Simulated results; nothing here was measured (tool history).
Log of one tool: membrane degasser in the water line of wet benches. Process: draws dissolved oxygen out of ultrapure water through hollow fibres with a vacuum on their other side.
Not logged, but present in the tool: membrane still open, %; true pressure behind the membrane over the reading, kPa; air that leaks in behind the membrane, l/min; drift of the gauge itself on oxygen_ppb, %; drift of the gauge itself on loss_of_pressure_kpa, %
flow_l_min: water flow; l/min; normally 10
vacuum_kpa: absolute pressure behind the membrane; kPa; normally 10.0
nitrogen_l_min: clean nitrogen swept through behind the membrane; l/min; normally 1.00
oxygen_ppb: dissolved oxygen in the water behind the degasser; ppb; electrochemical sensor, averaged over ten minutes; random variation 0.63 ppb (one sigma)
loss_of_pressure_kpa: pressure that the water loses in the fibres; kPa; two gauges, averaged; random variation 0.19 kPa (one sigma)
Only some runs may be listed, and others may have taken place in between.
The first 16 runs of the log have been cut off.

run	hour	flow_l_min	vacuum_kpa	nitrogen_l_min	hours since the membrane was changed	hours since the vacuum gauge was calibrated	hours since the vacuum lines were made tight	oxygen_ppb	loss_of_pressure_kpa
17	2230.2	10	10.0	1.00	7330	3461	387	164.8	38.74
18	2436.5	10	8.5	0.41	7536	3667	593	282.3	38.65
19	2573.0	7	8.5	0.41	7673	3803	730	207.3	26.92
20	2781.5	12	6.2	0.72	7881	4012	938	125.7	46.42
21	2899.3	7	12.2	0.60	7999	4130	1056	247.0	26.99
22	2991.5	7	12.2	0.60	8091	4222	1148	246.5	26.91
23	3114.9	9	10.0	2.32	8215	4345	1272	69.4	34.80
24	3301.3	14	20.2	2.35	8401	4532	1458	263.1	54.15
25	3406.3	14	20.2	2.35	8506	4637	1563	261.5	54.60
26	3602.6	11	10.0	2.35	8702	4833	1759	86.7	42.40
27	3781.5	11	10.0	2.35	8881	5012	1938	87.1	42.98
28	3942.1	10	23.8	1.00	9042	5172	2099	474.5	39.04
29	4139.3	10	23.8	1.00	9239	5370	2296	478.5	38.94
30	4339.9	10	23.8	1.00	9440	5570	2497	477.2	38.82
31	4524.8	9	14.5	0.71	9625	5755	2682	336.1	35.28
32	4633.7	9	7.4	1.08	9734	5864	2791	89.9	35.42
33	4771.2	7	16.2	1.02	9871	6002	2928	221.1	27.45

Below are 3 alternative next runs, each starting from the tool's condition after run 33. Predict each:
A	4880.1	7	13.8	0.41	9980	6111	3037	?	?
B	4880.1	9	11.9	1.00	9980	6111	3037	?	?
C	4880.1	13	11.2	0.64	9980	6111	3037	?	?

run	oxygen_ppb	loss_of_pressure_kpa
A	408.9	27.43
B	191.4	35.22
C	370.2	51.15
Had the tool no hidden state, the same runs would have come out as:
run	oxygen_ppb	loss_of_pressure_kpa
A	394.8	25.52
B	183.1	32.77
C	356.7	47.60
